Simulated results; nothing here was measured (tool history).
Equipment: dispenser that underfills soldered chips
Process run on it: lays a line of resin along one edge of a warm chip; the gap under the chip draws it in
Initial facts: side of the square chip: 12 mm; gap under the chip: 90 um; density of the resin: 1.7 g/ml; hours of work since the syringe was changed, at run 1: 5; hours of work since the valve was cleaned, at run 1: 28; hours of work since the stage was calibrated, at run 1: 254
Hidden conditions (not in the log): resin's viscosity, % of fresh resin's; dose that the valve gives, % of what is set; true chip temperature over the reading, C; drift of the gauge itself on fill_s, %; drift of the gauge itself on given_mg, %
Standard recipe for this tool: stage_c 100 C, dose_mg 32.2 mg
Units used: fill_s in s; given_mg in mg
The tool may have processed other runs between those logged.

run,hour,stage_c,dose_mg,hours of work since the syringe was changed,hours of work since the valve was cleaned,hours of work since the stage was calibrated,fill_s,given_mg
1,0.0,100,32.2,5,28,254,51.6,31.77
# hour 2.9: new syringe of resin
2,11.2,105,32.2,5,35,261,43.3,31.70
# hour 13.0: new syringe of resin
3,22.3,100,32.2,6,42,268,55.6,31.35
# hour 23.4: new syringe of resin
4,28.1,100,32.2,3,46,271,43.1,31.40
# hour 34.0: new syringe of resin
5,38.3,100,34.5,3,52,278,42.0,33.53
# hour 44.1: new syringe of resin
6,45.2,100,32.2,1,56,282,35.3,31.21
7,53.5,100,32.2,6,62,287,55.3,30.96
# hour 54.7: new syringe of resin
8,61.1,100,32.2,4,66,292,47.6,31.18
# hour 64.6: new syringe of resin
9,70.7,100,32.2,4,73,298,47.4,30.76
# hour 75.1: new syringe of resin
# hour 80.9: dispensing valve cleaned and set on the balance
10,84.0,100,32.2,5,2,306,51.5,32.04
# hour 86.0: new syringe of resin
11,92.9,100,32.2,4,8,311,49.7,32.03

Forecast run 12:
# hour 96.3: new syringe of resin
12,103.2,100,32.2,4,14,318,?,?

fill_s: 47.4 s
given_mg: 31.94 mg
Minus the tool's unlogged condition, the same run would have read fill_s 37.4 s, given_mg 32.28 mg.
